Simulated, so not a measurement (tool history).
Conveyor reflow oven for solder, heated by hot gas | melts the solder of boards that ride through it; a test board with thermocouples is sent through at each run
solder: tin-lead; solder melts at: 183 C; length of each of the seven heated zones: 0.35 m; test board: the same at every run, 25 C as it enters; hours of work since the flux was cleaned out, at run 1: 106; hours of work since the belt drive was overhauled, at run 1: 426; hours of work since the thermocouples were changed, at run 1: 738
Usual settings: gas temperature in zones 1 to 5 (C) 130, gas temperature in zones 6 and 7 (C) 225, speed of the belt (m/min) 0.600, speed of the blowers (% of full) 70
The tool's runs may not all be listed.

| run | hour | gas temperature in zones 1 to 5 (C) | gas temperature in zones 6 and 7 (C) | speed of the belt (m/min) | speed of the blowers (% of full) | hours of work since the flux was cleaned out | hours of work since the belt drive was overhauled | hours of work since the thermocouples were changed | highest temperature of the board (C) | time above the solder's melting point (s) |
|---|---|---|---|---|---|---|---|---|---|---|
| 1 | 0.0 | 130 | 225 | 0.600 | 70 | 106 | 426 | 738 | 207.5 | 42.1 |
| 2 | 36.6 | 130 | 225 | 0.600 | 70 | 129 | 449 | 760 | 206.9 | 42.9 |
| 3 | 82.2 | 130 | 225 | 0.600 | 70 | 157 | 477 | 788 | 207.0 | 40.7 |
| 4 | 118.3 | 130 | 225 | 0.600 | 70 | 179 | 499 | 810 | 207.3 | 41.9 |
| 5 | 149.3 | 130 | 225 | 0.600 | 70 | 198 | 518 | 829 | 206.8 | 42.1 |
| 6 | 201.6 | 130 | 225 | 0.697 | 70 | 230 | 550 | 861 | 202.0 | 29.5 |
|  | 217.0 | thermocouples of zones 6 and 7 changed |
| 7 | 272.7 | 130 | 225 | 0.697 | 70 | 272 | 592 | 34 | 201.2 | 27.0 |
| 8 | 327.7 | 130 | 225 | 0.600 | 70 | 306 | 626 | 68 | 205.5 | 41.2 |
| 9 | 383.3 | 130 | 225 | 0.600 | 70 | 340 | 660 | 102 | 205.7 | 40.1 |
| 10 | 448.7 | 130 | 225 | 0.600 | 70 | 380 | 700 | 142 | 205.4 | 39.2 |
| 11 | 510.7 | 130 | 225 | 0.600 | 70 | 418 | 738 | 180 | 204.9 | 40.4 |
| 12 | 582.1 | 130 | 225 | 0.600 | 70 | 462 | 782 | 224 | 205.2 | 38.9 |
|  | 599.8 | flux residue cleaned out of gas plates and filters |
| 13 | 632.2 | 130 | 225 | 0.600 | 70 | 20 | 810 | 252 | 208.6 | 43.5 |
| 14 | 684.3 | 130 | 225 | 0.600 | 54 | 52 | 842 | 284 | 203.9 | 37.6 |
| 15 | 738.4 | 130 | 225 | 0.600 | 54 | 85 | 875 | 317 | 203.4 | 37.4 |
| 16 | 773.1 | 130 | 225 | 0.600 | 54 | 106 | 896 | 338 | 202.9 | 36.4 |
| 17 | 803.7 | 131 | 218 | 0.708 | 56 | 125 | 915 | 357 | 192.5 | 18.4 |
| 18 | 870.7 | 131 | 218 | 0.708 | 56 | 166 | 956 | 398 | 193.2 | 17.7 |
| 19 | 929.3 | 131 | 218 | 0.708 | 56 | 202 | 992 | 434 | 193.4 | 17.3 |
|  | 936.6 | belt drive overhauled, speed set with a stopwatch |
| 20 | 981.3 | 131 | 218 | 0.708 | 56 | 232 | 27 | 463 | 191.9 | 17.1 |
| 21 | 1020.4 | 130 | 225 | 0.705 | 67 | 256 | 51 | 488 | 201.4 | 29.5 |
|  | 1050.6 | belt drive overhauled, speed set with a stopwatch, once more |
| 22 | 1090.4 | 130 | 225 | 0.705 | 67 | 296 | 24 | 528 | 199.3 | 25.9 |
| 23 | 1157.3 | 130 | 225 | 0.705 | 67 | 337 | 66 | 569 | 198.8 | 25.1 |

Run 24 comes next. What will it give?
| 24 | 1194.5 | 130 | 225 | 0.577 | 70 | 360 | 88 | 592 | ? | ? |

Run 24 gave highest temperature of the board (C) 206.1, time above the solder's melting point (s) 40.8.
Without the tool's hidden state the same run would have given highest temperature of the board (C) 208.6, time above the solder's melting point (s) 43.8.
